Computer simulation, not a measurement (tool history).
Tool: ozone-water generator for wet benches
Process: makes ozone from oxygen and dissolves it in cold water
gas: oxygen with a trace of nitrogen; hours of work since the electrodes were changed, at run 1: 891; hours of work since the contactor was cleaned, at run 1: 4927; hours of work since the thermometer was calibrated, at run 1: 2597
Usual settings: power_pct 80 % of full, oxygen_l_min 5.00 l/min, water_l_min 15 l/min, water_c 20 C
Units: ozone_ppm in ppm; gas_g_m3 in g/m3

run    hour  power_pct  oxygen_l_min  water_l_min  water_c  hours of work since the electrodes were changed  hours of work since the contactor was cleaned  hours of work since the thermometer was calibrated  ozone_ppm  gas_g_m3
  1     0.0         80          5.00           15       20                                              891                                           4927                                                2597       14.4     164.0
  2    86.2         80          5.00           15       20                                              961                                           4998                                                2668       14.5     163.9
  3   147.7         80          5.00           15       20                                             1011                                           5048                                                2718       14.6     163.7
      168.5  -- water thermometer calibrated
  4   211.4         80          5.00           15       27                                             1063                                           5100                                                  35       12.7     162.6
  5   307.1         80          5.00           15       27                                             1141                                           5178                                                 113       12.8     163.5
  6   392.3         80          5.00           15       27                                             1211                                           5248                                                 183       12.6     164.0
  7   470.2         80          5.00           15       27                                             1275                                           5311                                                 247       12.8     163.3
  8   524.6         80          5.00           15       27                                             1319                                           5356                                                 291       12.6     161.4
  9   592.0         80          8.75           15       20                                             1374                                           5411                                                 346       13.9     125.0
 10   687.4         80          5.00           15       12                                             1452                                           5489                                                 424       16.2     163.0
 11   744.5         80          5.00           15       12                                             1499                                           5536                                                 471       16.2     162.1
 12   818.2         80          5.00           15       12                                             1559                                           5596                                                 531       16.3     161.6
 13   881.6         80          5.00           15       12                                             1611                                           5648                                                 583       16.2     161.4
 14   949.9         80          5.00           15       12                                             1667                                           5704                                                 639       16.2     162.2
 15  1053.0         80          7.96           15       20                                             1751                                           5788                                                 723       14.1     130.4
 16  1103.6         55          6.60           18       13                                             1792                                           5829                                                 764       11.2     117.1
 17  1199.1         80          5.00           13       20                                             1870                                           5907                                                 842       16.0     158.8
 18  1263.0         52          5.00           13       20                                             1923                                           5959                                                 895       12.7     127.8
 19  1345.3         52          5.00           13       20                                             1990                                           6027                                                 962       12.9     128.9
 20  1418.4         88          8.86           13       25                                             2050                                           6087                                                1022       14.4     130.7
 21  1491.0         88          8.86           13       25                                             2109                                           6146                                                1081       14.0     129.8

Forecast each of these 5 alternatives for the next run:
  A  1552.3         43          5.00           15       20                                             2159                                           6196                                                1131          ?         ?
  B  1552.3         88          8.86           23       25                                             2159                                           6196                                                1131          ?         ?
  C  1552.3         57          5.00           16       18                                             2159                                           6196                                                1131          ?         ?
  D  1552.3         52          5.83           10       25                                             2159                                           6196                                                1131          ?         ?
  E  1552.3         51          8.91           15       20                                             2159                                           6196                                                1131          ?         ?

run  ozone_ppm  gas_g_m3
  A       10.2     115.3
  B        9.1     129.6
  C       11.6     134.8
  D       13.7     120.3
  E       11.0      98.8
Without the tool's hidden state the same runs would have given:
run  ozone_ppm  gas_g_m3
  A       11.7     119.5
  B       10.7     136.7
  C       13.4     140.6
  D       15.6     125.2
  E       12.6     102.8
